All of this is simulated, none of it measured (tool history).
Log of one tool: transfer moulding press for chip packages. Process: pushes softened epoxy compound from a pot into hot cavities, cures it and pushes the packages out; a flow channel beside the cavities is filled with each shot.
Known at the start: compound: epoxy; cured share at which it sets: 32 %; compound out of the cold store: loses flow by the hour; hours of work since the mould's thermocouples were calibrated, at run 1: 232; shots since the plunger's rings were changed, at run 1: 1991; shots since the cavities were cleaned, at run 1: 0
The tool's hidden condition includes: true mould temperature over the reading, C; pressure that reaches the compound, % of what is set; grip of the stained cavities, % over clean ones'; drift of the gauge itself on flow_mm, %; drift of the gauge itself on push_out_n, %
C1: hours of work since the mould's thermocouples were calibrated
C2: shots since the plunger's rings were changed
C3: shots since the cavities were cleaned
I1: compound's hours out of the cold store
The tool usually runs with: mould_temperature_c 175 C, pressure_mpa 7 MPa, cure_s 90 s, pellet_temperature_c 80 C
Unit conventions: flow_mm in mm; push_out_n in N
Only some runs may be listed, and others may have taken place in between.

Run 1, hour 0: usual settings; C1 232; C2 1991; C3 0; I1 10.6. Result: flow_mm 844 mm, push_out_n 289 N.
Run 2, hour 5.7: usual settings; C1 235; C2 2060; C3 69; I1 42. Result: flow_mm 731 mm, push_out_n 305 N.
Run 3, hour 14.1: usual settings but pellet_temperature_c 72 C; C1 240; C2 2162; C3 171; I1 9.2. Result: flow_mm 826 mm, push_out_n 383 N.
Run 4, hour 25.4: usual settings but pellet_temperature_c 72 C; C1 247; C2 2299; C3 308; I1 25.4. Result: flow_mm 773 mm, push_out_n 413 N.
Run 5, hour 33.4: usual settings but pellet_temperature_c 72 C; C1 252; C2 2396; C3 405; I1 34.5. Result: flow_mm 756 mm, push_out_n 441 N.
Run 6, hour 41.8: usual settings; C1 257; C2 2498; C3 507; I1 40.4. Result: flow_mm 729 mm, push_out_n 473 N.
Run 7, hour 51.5: usual settings but pressure_mpa 5.3 MPa; C1 263; C2 2616; C3 625; I1 13.6. Result: flow_mm 701 mm, push_out_n 516 N.
At hour 59.4: cavities cleaned with cleaning compound and waxed.
Run 8, hour 63.1: usual settings; C1 270; C2 2739; C3 45; I1 44.1. Result: flow_mm 707 mm, push_out_n 299 N.
Run 9, hour 74.2: usual settings; C1 276; C2 2873; C3 179; I1 44.2. Result: flow_mm 699 mm, push_out_n 371 N.
Run 10, hour 84.4: usual settings; C1 283; C2 2997; C3 303; I1 11.9. Result: flow_mm 797 mm, push_out_n 437 N.
Run 11, hour 89.8: usual settings; C1 286; C2 3062; C3 368; I1 11.8. Result: flow_mm 807 mm, push_out_n 448 N.
Run 12, hour 95.5: usual settings but pellet_temperature_c 90 C; C1 289; C2 3132; C3 438; I1 36.7. Result: flow_mm 731 mm, push_out_n 444 N.
Run 13, hour 105.2: usual settings but pellet_temperature_c 90 C; C1 295; C2 3250; C3 556; I1 25.8. Result: flow_mm 761 mm, push_out_n 485 N.
Run 14, hour 111.8: usual settings but pellet_temperature_c 90 C; C1 300; C2 3330; C3 636; I1 8.6. Result: flow_mm 813 mm, push_out_n 515 N.
At hour 118.4: cavities cleaned with cleaning compound and waxed.
Run 15, hour 118.5: usual settings but pellet_temperature_c 90 C; C1 303; C2 3393; C3 1; I1 23.7. Result: flow_mm 763 mm, push_out_n 293 N.
Run 16, hour 127.8: usual settings but mould_temperature_c 178 C, cure_s 106 s; C1 308; C2 3506; C3 114; I1 44.4. Result: flow_mm 684 mm, push_out_n 300 N.
Run 17, hour 140.4: usual settings but mould_temperature_c 174 C, pressure_mpa 5.82 MPa, cure_s 102 s, pellet_temperature_c 76 C; C1 316; C2 3658; C3 266; I1 44.2. Result: flow_mm 645 mm, push_out_n 371 N.
At hour 143.3: mould's thermocouples calibrated.
Run 18, hour 150.2: usual settings but pressure_mpa 7.88 MPa; C1 4; C2 3754; C3 362; I1 47.7. Result: flow_mm 734 mm, push_out_n 428 N.
Run 19, hour 162.6: usual settings but pellet_temperature_c 74 C; C1 12; C2 3904; C3 512; I1 26.8. Result: flow_mm 753 mm, push_out_n 496 N.
Run 20, hour 171.3: usual settings but pellet_temperature_c 74 C; C1 17; C2 4009; C3 617; I1 43. Result: flow_mm 690 mm, push_out_n 513 N.
At hour 179.4: cavities cleaned with cleaning compound and waxed.
Run 21, hour 184.9: usual settings but pellet_temperature_c 74 C; C1 25; C2 4156; C3 66; I1 26.4. Result: flow_mm 737 mm, push_out_n 349 N.
At hour 195.7: mould's thermocouples calibrated, once more.
Run 22, hour 198.6: usual settings but mould_temperature_c 176 C, pressure_mpa 6.11 MPa, cure_s 89 s, pellet_temperature_c 73 C; C1 2; C2 4299; C3 209; I1 42.9. Result: flow_mm 630 mm, push_out_n 350 N.
Run 23, hour 207.4: usual settings but pressure_mpa 5.37 MPa, cure_s 107 s; C1 7; C2 4405; C3 315; I1 44.8. Result: flow_mm 592 mm, push_out_n 346 N.
At hour 219.7: plunger's sealing rings changed.
Run 24, hour 220.8: usual settings but mould_temperature_c 177 C, pressure_mpa 5.37 MPa, cure_s 102 s; C1 14; C2 14; C3 448; I1 16.1. Result: flow_mm 734 mm, push_out_n 386 N.
Run 25, hour 230.8: usual settings but mould_temperature_c 176 C; C1 20; C2 135; C3 569; I1 10.3. Result: flow_mm 859 mm, push_out_n 484 N.
Run 26, hour 237.3: usual settings but mould_temperature_c 176 C; C1 24; C2 214; C3 648; I1 16.3. Result: flow_mm 835 mm, push_out_n 486 N.
At hour 243.3: cavities cleaned with cleaning compound and waxed.
Run 27, hour 251: usual settings but pellet_temperature_c 86 C; C1 32; C2 362; C3 94; I1 42.6. Result: flow_mm 749 mm, push_out_n 313 N.
Run 28, hour 263.2: usual settings but mould_temperature_c 181 C, pressure_mpa 8.73 MPa, cure_s 73 s, pellet_temperature_c 88 C; C1 39; C2 510; C3 242; I1 29.8. Result: flow_mm 868 mm, push_out_n 396 N.

5 ways to go on from here, each from the tool as it stands after run 28. What would each give?
Run A, hour 272.7: usual settings but pressure_mpa 5.34 MPa, cure_s 95 s, pellet_temperature_c 72 C; C1 45; C2 626; C3 358; I1 41.3. Result: flow_mm ?, push_out_n ?.
Run B, hour 272.7: usual settings but mould_temperature_c 181 C, pressure_mpa 5.32 MPa, cure_s 91 s, pellet_temperature_c 86 C; C1 45; C2 626; C3 358; I1 31.2. Result: flow_mm ?, push_out_n ?.
Run C, hour 272.7: usual settings but pressure_mpa 6.98 MPa, cure_s 97 s, pellet_temperature_c 75 C; C1 45; C2 626; C3 358; I1 11.3. Result: flow_mm ?, push_out_n ?.
Run D, hour 272.7: usual settings but mould_temperature_c 181 C, pellet_temperature_c 87 C; C1 45; C2 626; C3 358; I1 15. Result: flow_mm ?, push_out_n ?.
Run E, hour 272.7: usual settings but mould_temperature_c 178 C, pressure_mpa 8.62 MPa, cure_s 70 s; C1 45; C2 626; C3 358; I1 32.7. Result: flow_mm ?, push_out_n ?.

run  flow_mm  push_out_n
  A      651         406
  B      665         365
  C      855         421
  D      789         388
  E      834         530
Take away the tool's hidden state, keep each run's random variation, and the runs would have read:
run  flow_mm  push_out_n
  A      662         263
  B      676         232
  C      870         270
  D      802         249
  E      849         342
